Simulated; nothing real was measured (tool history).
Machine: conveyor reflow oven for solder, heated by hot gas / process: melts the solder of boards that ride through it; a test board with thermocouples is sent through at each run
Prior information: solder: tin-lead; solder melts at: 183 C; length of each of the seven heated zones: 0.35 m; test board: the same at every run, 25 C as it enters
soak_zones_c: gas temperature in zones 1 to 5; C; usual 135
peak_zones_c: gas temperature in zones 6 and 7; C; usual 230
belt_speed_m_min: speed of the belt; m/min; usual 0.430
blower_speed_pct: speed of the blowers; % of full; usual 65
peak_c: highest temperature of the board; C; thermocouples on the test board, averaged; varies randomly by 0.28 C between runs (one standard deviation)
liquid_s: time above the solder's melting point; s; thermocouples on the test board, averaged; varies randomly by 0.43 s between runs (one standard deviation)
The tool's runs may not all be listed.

Run 1, hour 0.0: usual settings. Result: peak_c 213.7 C, liquid_s 68.7 s.
At hour 17.6: flux residue cleaned out of gas plates and filters.
Run 2, hour 79.2: usual settings. Result: peak_c 214.3 C, liquid_s 68.9 s.
Run 3, hour 116.2: usual settings but peak_zones_c 223 C. Result: peak_c 207.9 C, liquid_s 61.4 s.
Run 4, hour 173.6: usual settings but blower_speed_pct 79 % of full. Result: peak_c 216.3 C, liquid_s 71.3 s.
At hour 240.4: thermocouples of zones 6 and 7 changed.
Run 5, hour 246.9: usual settings but blower_speed_pct 79 % of full. Result: peak_c 216.0 C, liquid_s 71.6 s.
Run 6, hour 287.0: usual settings but blower_speed_pct 79 % of full. Result: peak_c 216.1 C, liquid_s 70.6 s.
Run 7, hour 337.3: usual settings but belt_speed_m_min 0.467 m/min, blower_speed_pct 79 % of full. Result: peak_c 214.0 C, liquid_s 63.1 s.
Run 8, hour 386.2: usual settings but belt_speed_m_min 0.483 m/min. Result: peak_c 209.8 C, liquid_s 55.5 s.
Run 9, hour 446.0: usual settings but belt_speed_m_min 0.483 m/min. Result: peak_c 210.1 C, liquid_s 54.9 s.
Run 10, hour 504.2: usual settings but belt_speed_m_min 0.483 m/min. Result: peak_c 209.9 C, liquid_s 55.9 s.
At hour 532.8: flux residue cleaned out of gas plates and filters.
Run 11, hour 544.5: usual settings but soak_zones_c 121 C, peak_zones_c 236 C, blower_speed_pct 84 % of full. Result: peak_c 220.8 C, liquid_s 70.3 s.
Run 12, hour 589.6: usual settings but soak_zones_c 143 C, belt_speed_m_min 0.375 m/min. Result: peak_c 218.6 C, liquid_s 89.6 s.
Run 13, hour 666.3: usual settings but soak_zones_c 143 C, belt_speed_m_min 0.375 m/min. Result: peak_c 219.2 C, liquid_s 89.3 s.
Run 14, hour 717.2: usual settings but soak_zones_c 143 C, belt_speed_m_min 0.375 m/min. Result: peak_c 219.0 C, liquid_s 90.2 s.
At hour 726.6: belt drive overhauled, speed set with a stopwatch.
Run 15, hour 783.7: usual settings but soak_zones_c 123 C, peak_zones_c 243 C, belt_speed_m_min 0.375 m/min. Result: peak_c 228.3 C, liquid_s 89.2 s.
Run 16, hour 856.0: usual settings but soak_zones_c 123 C, peak_zones_c 243 C, belt_speed_m_min 0.375 m/min. Result: peak_c 228.1 C, liquid_s 89.3 s.

Below are 3 alternative next runs, each starting from the tool's condition after run 16. Predict each:
Run A, hour 921.0: usual settings but soak_zones_c 123 C, peak_zones_c 243 C, belt_speed_m_min 0.502 m/min. Result: peak_c ?, liquid_s ?.
Run B, hour 921.0: usual settings but soak_zones_c 123 C, peak_zones_c 224 C, belt_speed_m_min 0.375 m/min, blower_speed_pct 51 % of full. Result: peak_c ?, liquid_s ?.
Run C, hour 921.0: usual settings but soak_zones_c 131 C, peak_zones_c 245 C. Result: peak_c ?, liquid_s ?.

run  peak_c  liquid_s
  A   216.5      55.4
  B   207.9      64.3
  C   226.9      78.5
With no hidden state in the tool, these same runs would have given:
run  peak_c  liquid_s
  A   216.4      55.3
  B   207.8      64.1
  C   226.8      78.4

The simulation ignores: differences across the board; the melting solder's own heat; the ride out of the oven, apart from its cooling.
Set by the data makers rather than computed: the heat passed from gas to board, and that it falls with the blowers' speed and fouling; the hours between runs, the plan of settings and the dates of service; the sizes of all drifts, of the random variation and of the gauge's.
